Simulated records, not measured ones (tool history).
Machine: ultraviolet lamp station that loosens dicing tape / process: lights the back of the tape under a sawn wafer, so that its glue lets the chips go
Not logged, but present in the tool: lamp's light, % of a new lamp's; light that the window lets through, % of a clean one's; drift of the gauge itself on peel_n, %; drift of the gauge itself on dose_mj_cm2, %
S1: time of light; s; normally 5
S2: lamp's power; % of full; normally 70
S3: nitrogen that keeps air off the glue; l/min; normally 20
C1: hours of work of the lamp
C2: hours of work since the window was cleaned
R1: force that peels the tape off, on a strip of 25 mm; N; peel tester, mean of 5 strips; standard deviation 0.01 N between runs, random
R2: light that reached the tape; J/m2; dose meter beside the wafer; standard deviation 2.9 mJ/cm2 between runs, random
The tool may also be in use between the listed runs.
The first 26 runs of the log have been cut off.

run 27 hour=1750.2 | S1=3 S2=65 S3=32 | C1=61 C2=217 | R1=0.959 R2=2380
run 28 hour=1834.9 | S1=3 S2=93 S3=34 | C1=125 C2=281 | R1=0.482 R2=3380
run 29 hour=1887.8 | S1=4 S2=84 S3=10 | C1=165 C2=321 | R1=0.77 R2=4060
-- hour=1896.9 window cleaned of glue's vapour
run 30 hour=1961.8 | S1=4 S2=84 S3=10 | C1=220 C2=49 | R1=0.795 R2=4070
run 31 hour=2040.6 | S1=3 S2=83 S3=9 | C1=279 C2=108 | R1=1.321 R2=3010
run 32 hour=2097.9 | S1=5 S2=70 S3=19 | C1=322 C2=151 | R1=0.46 R2=4300
run 33 hour=2146.9 | S1=3 S2=73 S3=16 | C1=359 C2=188 | R1=1.158 R2=2660
run 34 hour=2223.7 | S1=5 S2=70 S3=23 | C1=417 C2=246 | R1=0.4 R2=4200
run 35 hour=2288.3 | S1=5 S2=70 S3=23 | C1=466 C2=294 | R1=0.406 R2=4220
-- hour=2330.9 window cleaned of glue's vapour
run 36 hour=2376.3 | S1=5 S2=75 S3=30 | C1=531 C2=34 | R1=0.308 R2=4570
run 37 hour=2425.1 | S1=5 S2=75 S3=30 | C1=568 C2=71 | R1=0.303 R2=4580

Run 38, settings as shown, results not yet in. Your forecast:
run 38 hour=2502.5 | S1=8 S2=88 S3=19 | C1=626 C2=129 | R1=? R2=?

{"run 38": {"R1": 0.199, "R2": 8550}}
Were there no unlogged condition in the tool, this run, its random variation unchanged, would have produced R1 0.199 N, R2 8570 J/m2.
